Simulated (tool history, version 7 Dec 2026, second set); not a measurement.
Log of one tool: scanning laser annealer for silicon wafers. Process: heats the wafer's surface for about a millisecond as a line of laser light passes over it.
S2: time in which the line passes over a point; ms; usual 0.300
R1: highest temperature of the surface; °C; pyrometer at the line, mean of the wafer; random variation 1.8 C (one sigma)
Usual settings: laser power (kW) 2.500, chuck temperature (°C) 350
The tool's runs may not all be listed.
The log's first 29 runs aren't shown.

run 30 day=80.121 | laser_power_(kW)=2.500 S2=0.286 chuck_temperature_(°C)=350 | R1=1011
-- day=80.779 laser's power meter calibrated, once more
-- day=80.862 window over the wafer cleaned
run 31 day=82.208 | laser_power_(kW)=2.500 S2=0.300 chuck_temperature_(°C)=316 | R1=1025
run 32 day=85.350 | laser_power_(kW)=2.460 S2=0.300 chuck_temperature_(°C)=320 | R1=1007
run 33 day=88.225 | laser_power_(kW)=2.491 S2=0.300 chuck_temperature_(°C)=350 | R1=1041
run 34 day=90.033 | laser_power_(kW)=2.667 S2=0.314 chuck_temperature_(°C)=381 | R1=1145
run 35 day=92.225 | laser_power_(kW)=2.447 S2=0.300 chuck_temperature_(°C)=350 | R1=1010
run 36 day=95.379 | laser_power_(kW)=2.447 S2=0.300 chuck_temperature_(°C)=350 | R1=1006
run 37 day=97.954 | laser_power_(kW)=2.568 S2=0.279 chuck_temperature_(°C)=361 | R1=1023
-- day=100.138 window over the wafer cleaned
run 38 day=100.138 | laser_power_(kW)=2.417 S2=0.215 chuck_temperature_(°C)=311 | R1=882
run 39 day=102.004 | laser_power_(kW)=2.417 S2=0.215 chuck_temperature_(°C)=311 | R1=880
run 40 day=104.579 | laser_power_(kW)=2.321 S2=0.232 chuck_temperature_(°C)=320 | R1=876

3 ways to go on from here, each from the tool as it stands after run 40. What would each give?
-- day=106.912 optics aligned, line set to its width
run A day=107.483 | laser_power_(kW)=2.351 S2=0.340 chuck_temperature_(°C)=320 | R1=?
-- day=106.912 optics aligned, line set to its width
run B day=107.483 | laser_power_(kW)=2.473 S2=0.222 chuck_temperature_(°C)=350 | R1=?
-- day=106.912 optics aligned, line set to its width
run C day=107.483 | laser_power_(kW)=2.321 S2=0.232 chuck_temperature_(°C)=331 | R1=?

run=A R1=1010
run=B R1=938
run=C R1=885
Without the tool's hidden state the same runs would have given:
run=A R1=1032
run=B R1=958
run=C R1=904
